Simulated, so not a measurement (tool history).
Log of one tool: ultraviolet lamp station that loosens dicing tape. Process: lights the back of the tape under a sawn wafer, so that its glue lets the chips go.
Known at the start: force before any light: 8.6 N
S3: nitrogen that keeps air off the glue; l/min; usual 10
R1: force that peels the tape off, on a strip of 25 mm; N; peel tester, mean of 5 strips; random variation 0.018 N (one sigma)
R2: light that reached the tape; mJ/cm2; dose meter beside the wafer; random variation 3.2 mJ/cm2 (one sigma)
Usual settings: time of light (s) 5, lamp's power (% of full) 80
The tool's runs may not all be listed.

run 1 hour=0 | time_of_light_(s)=5 lamp's_power_(%_of_full)=80 S3=10 | R1=1.024 R2=465
run 2 hour=5.5 | time_of_light_(s)=5 lamp's_power_(%_of_full)=80 S3=10 | R1=1.029 R2=461
run 3 hour=11.1 | time_of_light_(s)=5 lamp's_power_(%_of_full)=80 S3=10 | R1=1.072 R2=463
run 4 hour=15.7 | time_of_light_(s)=5 lamp's_power_(%_of_full)=80 S3=10 | R1=1.056 R2=463
run 5 hour=23.6 | time_of_light_(s)=10 lamp's_power_(%_of_full)=80 S3=10 | R1=0.292 R2=925
run 6 hour=32.2 | time_of_light_(s)=10 lamp's_power_(%_of_full)=80 S3=10 | R1=0.292 R2=923
run 7 hour=36.5 | time_of_light_(s)=5 lamp's_power_(%_of_full)=80 S3=3 | R1=2.114 R2=463
run 8 hour=42.7 | time_of_light_(s)=5 lamp's_power_(%_of_full)=80 S3=3 | R1=2.014 R2=460
run 9 hour=51.4 | time_of_light_(s)=5 lamp's_power_(%_of_full)=80 S3=3 | R1=2.049 R2=461
run 10 hour=55.6 | time_of_light_(s)=8 lamp's_power_(%_of_full)=78 S3=15 | R1=0.349 R2=714
run 11 hour=60.3 | time_of_light_(s)=4 lamp's_power_(%_of_full)=75 S3=7 | R1=2.114 R2=339

3 ways to go on from here, each from the tool as it stands after run 11. What would each give?
run A hour=69.2 | time_of_light_(s)=9 lamp's_power_(%_of_full)=76 S3=6 | R1=? R2=?
run B hour=69.2 | time_of_light_(s)=4 lamp's_power_(%_of_full)=75 S3=4 | R1=? R2=?
run C hour=69.2 | time_of_light_(s)=4 lamp's_power_(%_of_full)=99 S3=7 | R1=? R2=?

run=A R1=0.506 R2=790
run=B R1=2.568 R2=342
run=C R1=1.363 R2=452
Without the tool's hidden state the same runs would have given:
run=A R1=0.41 R2=878
run=B R1=2.262 R2=380
run=C R1=1.131 R2=502
